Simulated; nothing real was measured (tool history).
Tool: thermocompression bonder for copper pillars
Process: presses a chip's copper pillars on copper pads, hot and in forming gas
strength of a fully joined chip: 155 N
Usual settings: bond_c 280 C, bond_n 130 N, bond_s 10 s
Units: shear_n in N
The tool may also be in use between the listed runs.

run 1 hour=0.0 | bond_c=280 bond_n=130 bond_s=10 | shear_n=60.8
run 2 hour=29.1 | bond_c=280 bond_n=130 bond_s=10 | shear_n=60.3
run 3 hour=53.7 | bond_c=280 bond_n=130 bond_s=10 | shear_n=62.4
run 4 hour=83.5 | bond_c=280 bond_n=130 bond_s=10 | shear_n=60.8
run 5 hour=108.6 | bond_c=280 bond_n=130 bond_s=10 | shear_n=60.9
run 6 hour=137.2 | bond_c=280 bond_n=130 bond_s=10 | shear_n=60.4
run 7 hour=174.6 | bond_c=280 bond_n=130 bond_s=10 | shear_n=60.7
-- hour=179.1 force cell calibrated
run 8 hour=200.8 | bond_c=280 bond_n=130 bond_s=10 | shear_n=61.6
run 9 hour=228.4 | bond_c=280 bond_n=128 bond_s=10 | shear_n=58.3
-- hour=238.0 forming gas filter changed
run 10 hour=262.6 | bond_c=280 bond_n=128 bond_s=10 | shear_n=63.6
run 11 hour=288.8 | bond_c=252 bond_n=130 bond_s=10 | shear_n=41.9
run 12 hour=326.0 | bond_c=266 bond_n=130 bond_s=10 | shear_n=50.3
run 13 hour=361.0 | bond_c=266 bond_n=130 bond_s=26 | shear_n=72.6
run 14 hour=376.5 | bond_c=268 bond_n=130 bond_s=15 | shear_n=61.6
-- hour=408.1 force cell calibrated, once more
run 15 hour=410.5 | bond_c=268 bond_n=130 bond_s=15 | shear_n=57.7
run 16 hour=430.5 | bond_c=268 bond_n=130 bond_s=15 | shear_n=58.5
run 17 hour=464.8 | bond_c=274 bond_n=130 bond_s=25 | shear_n=74.8
run 18 hour=497.3 | bond_c=274 bond_n=165 bond_s=8 | shear_n=62.3
run 19 hour=531.4 | bond_c=274 bond_n=165 bond_s=26 | shear_n=93.2
run 20 hour=567.4 | bond_c=301 bond_n=130 bond_s=10 | shear_n=75.0
run 21 hour=597.8 | bond_c=262 bond_n=136 bond_s=21 | shear_n=61.2
run 22 hour=625.0 | bond_c=284 bond_n=130 bond_s=13 | shear_n=66.0
run 23 hour=662.9 | bond_c=302 bond_n=94 bond_s=13 | shear_n=59.7
run 24 hour=695.9 | bond_c=302 bond_n=94 bond_s=13 | shear_n=59.3
run 25 hour=733.3 | bond_c=302 bond_n=136 bond_s=20 | shear_n=94.0

3 ways to go on from here, each from the tool as it stands after run 25. What would each give?
run A hour=755.0 | bond_c=280 bond_n=130 bond_s=24 | shear_n=?
run B hour=755.0 | bond_c=302 bond_n=139 bond_s=6 | shear_n=?
run C hour=755.0 | bond_c=290 bond_n=83 bond_s=10 | shear_n=?

run=A shear_n=76.5
run=B shear_n=64.5
run=C shear_n=38.9
Without the tool's hidden state the same runs would have given:
run=A shear_n=85.9
run=B shear_n=72.5
run=C shear_n=44.5
